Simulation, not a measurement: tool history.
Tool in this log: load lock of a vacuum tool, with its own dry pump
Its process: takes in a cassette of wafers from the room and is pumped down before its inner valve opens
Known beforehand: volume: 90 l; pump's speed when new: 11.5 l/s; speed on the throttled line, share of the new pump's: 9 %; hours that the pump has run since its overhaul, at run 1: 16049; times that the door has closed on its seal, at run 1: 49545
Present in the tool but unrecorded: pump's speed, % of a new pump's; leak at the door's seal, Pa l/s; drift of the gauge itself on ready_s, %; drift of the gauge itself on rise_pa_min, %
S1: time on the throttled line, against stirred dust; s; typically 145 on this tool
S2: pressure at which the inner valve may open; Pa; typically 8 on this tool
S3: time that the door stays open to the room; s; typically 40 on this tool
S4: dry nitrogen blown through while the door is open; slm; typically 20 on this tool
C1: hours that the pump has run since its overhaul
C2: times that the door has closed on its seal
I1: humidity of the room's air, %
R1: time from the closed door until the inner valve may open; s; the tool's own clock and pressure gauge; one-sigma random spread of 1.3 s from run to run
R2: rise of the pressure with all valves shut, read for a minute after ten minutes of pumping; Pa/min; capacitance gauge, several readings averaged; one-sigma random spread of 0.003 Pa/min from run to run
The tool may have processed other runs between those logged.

run    hour   S1  S2   S3  S4     C1     C2    I1     R1     R2
  1     0.0  145   8   40  20  16049  49545  45.4  223.8  0.242
      261.0  -- dry pump taken out, an overhauled one fitted
  2   272.7   73   8   40  20     12  50832  44.3  140.9  0.250
  3   618.7  145   8   40   7    358  52502  44.5  206.3  0.277
  4  1076.7  145   8   40  20    816  54713  44.9  206.7  0.285
  5  1411.3  145   8   40  20   1150  56328  45.0  205.9  0.295
  6  1712.6  145   8   40  20   1452  57783  42.5  206.5  0.301
  7  2254.5  145   8   40  20   1994  60398  44.1  206.9  0.316
  8  2637.5  145  10   40  20   2377  62248  45.8  204.4  0.338
  9  3093.7  145  10   40  20   2833  64449  45.6  207.9  0.348
 10  3458.3  145  10   40  20   3197  66210  48.4  210.2  0.375
 11  3818.7  145   9   40  20   3558  67949  43.2  208.2  0.381
 12  4275.8  145   9   40  20   4015  70156  43.5  207.7  0.406
 13  4660.0   84   8  123  38   4399  72010  46.2  154.9  0.429
     4879.5  -- door's seal changed, seat wiped
 14  5143.3   84  11  170  38   4881   1273  42.8  150.9  0.043
 15  5497.4  116  13   26   7   5235   2983  45.3  181.1  0.038
 16  5837.3  130   7   43  36   5575   4623  43.2  200.5  0.030
 17  6332.7  141   8   32   7   6070   7014  42.9  207.1  0.049
 18  6815.9  141   8  154   7   6553   9347  42.7  210.4  0.099
 19  7114.1  145   8  126   4   6852  10786  43.6  213.6  0.105
 20  7683.4  145   7  119  20   7421  13535  45.8  214.5  0.081

Consider 3 possible next runs. They are alternatives, not a sequence: every one starts from the tool as it was left by run 20. What does each give?
  A  8060.9  106   8  44  36  7798  15357  44.5   ?   ?
  B  8060.9  145   9  76  34  7798  15357  42.7   ?   ?
  C  8060.9  145   8  40  20  7798  15357  47.1   ?   ?

run     R1     R2
  A  178.4  0.065
  B  210.7  0.069
  C  213.9  0.065
What these runs would have given with no unlogged condition in the tool:
run     R1     R2
  A  170.1  0.025
  B  203.2  0.031
  C  206.2  0.026
